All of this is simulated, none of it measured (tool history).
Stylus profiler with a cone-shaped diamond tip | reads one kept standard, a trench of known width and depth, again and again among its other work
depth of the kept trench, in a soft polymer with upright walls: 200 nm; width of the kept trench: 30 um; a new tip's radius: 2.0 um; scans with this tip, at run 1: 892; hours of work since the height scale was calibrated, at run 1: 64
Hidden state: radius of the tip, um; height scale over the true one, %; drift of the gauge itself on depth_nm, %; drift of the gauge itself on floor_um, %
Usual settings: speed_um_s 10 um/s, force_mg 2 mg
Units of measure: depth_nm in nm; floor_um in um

run	hour	speed_um_s	force_mg	scans with this tip	hours of work since the height scale was calibrated	depth_nm	floor_um
1	0	10	2	892	64	203.12	28.21
2	32.6	10	2	1205	87	203.03	28.16
3	76	4	2	1622	117	202.87	28.14
4	111.4	10	4.84	1962	141	205.48	28.17
5	169.3	10	4.84	2518	181	205.52	28.16
6	237.9	6	2	3177	228	202.89	28.11
7	296.4	3	2	3739	269	202.94	28.05
8	347.3	10	2.84	4227	304	203.66	28.04
9	416	10	2.84	4887	351	203.65	28.02
10	487.5	10	2.84	5574	401	203.72	27.97
11	529.6	7	0.8	5978	430	201.57	27.97
12	583	7	0.8	6491	467	201.46	27.97
13	651	2	2.62	7144	513	203.4	27.94
14	700.6	19	2.16	7620	548	202.98	27.85
15	755.8	8	1.96	8150	586	202.64	27.85
16	816	27	1.72	8729	627	202.41	27.77
17	846.3	5	0.78	9019	648	201.31	27.84

What if the next run were any one of these 3? Each begins from the tool's condition after run 17:
A	878.3	37	3.35	9327	670	?	?
B	878.3	6	0.98	9327	670	?	?
C	878.3	12	2.79	9327	670	?	?

run	depth_nm	floor_um
A	203.96	27.71
B	201.47	27.81
C	203.5	27.81
What these runs would have given with no unlogged condition in the tool:
run	depth_nm	floor_um
A	204.25	28.12
B	201.76	28.21
C	203.8	28.22
